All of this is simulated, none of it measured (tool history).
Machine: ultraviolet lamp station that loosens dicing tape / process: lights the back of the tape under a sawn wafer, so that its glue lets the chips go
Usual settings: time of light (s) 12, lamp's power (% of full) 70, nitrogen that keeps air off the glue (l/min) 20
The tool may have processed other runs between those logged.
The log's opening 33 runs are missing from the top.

run,hour,time of light (s),lamp's power (% of full),nitrogen that keeps air off the glue (l/min),hours of work of the lamp,hours of work since the window was cleaned,force that peels the tape off (N),light that reached the tape (mJ/cm2)
34,911.2,7,67,14,494,221,2.852,131
35,935.0,7,73,14,503,231,2.713,140
36,959.5,8,73,20,513,241,2.004,159
37,997.2,8,73,20,529,256,2.149,159
38,1032.6,12,70,18,543,271,1.465,222
39,1048.9,11,74,16,550,277,1.637,220
40,1078.8,22,68,12,562,290,0.804,398
41,1095.9,22,68,12,569,297,0.831,393
42,1128.3,9,70,14,583,310,2.352,166
43,1166.3,9,70,14,598,326,2.515,162
44,1182.1,16,84,20,605,332,0.731,341

Below are 3 alternative next runs, each starting from the tool's condition after run 44. Predict each:
A,1211.8,12,86,8,617,344,?,?
B,1211.8,19,84,40,617,344,?,?
C,1211.8,7,88,31,617,344,?,?

run,force that peels the tape off (N),light that reached the tape (mJ/cm2)
A,1.847,265
B,0.363,405
C,1.844,159
Stripped of hidden state, with their random variation kept, the same runs would have yielded:
run,force that peels the tape off (N),light that reached the tape (mJ/cm2)
A,1.107,390
B,0.235,597
C,1.100,233
